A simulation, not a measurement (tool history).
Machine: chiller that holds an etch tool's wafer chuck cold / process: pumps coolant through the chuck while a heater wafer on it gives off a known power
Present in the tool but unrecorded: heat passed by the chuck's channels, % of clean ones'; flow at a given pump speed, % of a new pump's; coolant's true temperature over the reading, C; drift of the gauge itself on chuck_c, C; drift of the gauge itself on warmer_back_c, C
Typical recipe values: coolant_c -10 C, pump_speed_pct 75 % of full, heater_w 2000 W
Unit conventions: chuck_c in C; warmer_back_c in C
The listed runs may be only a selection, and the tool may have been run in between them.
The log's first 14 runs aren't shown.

run    hour  coolant_c  pump_speed_pct  heater_w  hours since the coolant was changed and the channels were flushed  hours since the pump was overhauled  hours since the chiller's thermometer was calibrated  chuck_c  warmer_back_c
 15   558.3        -10              63      1814                                                               2912                                 1555                                                  1240      6.8           5.69
      566.8  -- coolant pump overhauled
 16   597.1        -10              63      1814                                                               2946                                   30                                                  1273      6.9           5.69
 17   646.5        -10              70      2180                                                               2995                                   80                                                  1323      8.9           6.18
 18   695.1        -15              99      1063                                                               3044                                  128                                                  1371     -8.1           2.15
 19   745.4         -8              75      2047                                                               3094                                  179                                                  1422        9           5.42
      776.6  -- coolant pump overhauled, once more
 20   798.5        -11              75      2269                                                               3142                                   22                                                  1470      7.3            5.8
 21     829        -10              93      2495                                                               3173                                   52                                                  1500      7.1           5.19
 22   853.1        -10              79      1792                                                               3197                                   76                                                  1524      3.7            4.4
 23   901.4        -10              85      1792                                                               3245                                  125                                                  1573      2.9           4.07
 24   957.8         -1              75      2014                                                               3301                                  181                                                  1629     15.3            5.2
 25   996.8        -14              67      2540                                                               3340                                  220                                                  1668        8           7.24
 26  1034.1        -14              75      2125                                                               3378                                  258                                                  1705      2.9           5.47
 27  1078.7        -14              99      1113                                                               3422                                  302                                                  1750     -6.8           2.19
 28  1103.9        -13              61      1487                                                               3448                                  327                                                  1775      0.8           4.71
 29  1132.3        -10              89      2940                                                               3476                                  356                                                  1803       11           6.46
 30  1155.5         -4              75      2413                                                               3499                                  379                                                  1827     15.4           6.23
 31  1210.7         -6              63      2468                                                               3554                                  434                                                  1882     16.6           7.55
 32    1245         -6              63      2468                                                               3589                                  468                                                  1916     16.6           7.57

Here are 3 independent what-if runs from the current tool condition. What would each one return?
  A  1288.7        -10              61      2094                                                               3632                                  512                                                  1960        ?              ?
  B  1288.7         -3              75      1146                                                               3632                                  512                                                  1960        ?              ?
  C  1288.7         -6              63      2411                                                               3632                                  512                                                  1960        ?              ?

run  chuck_c  warmer_back_c
  A      9.5            6.6
  B      6.1           2.99
  C     16.1            7.4
Stripped of hidden state, with their random variation kept, the same runs would have yielded:
run  chuck_c  warmer_back_c
  A      8.7           6.52
  B      5.9           2.95
  C     15.1           7.31
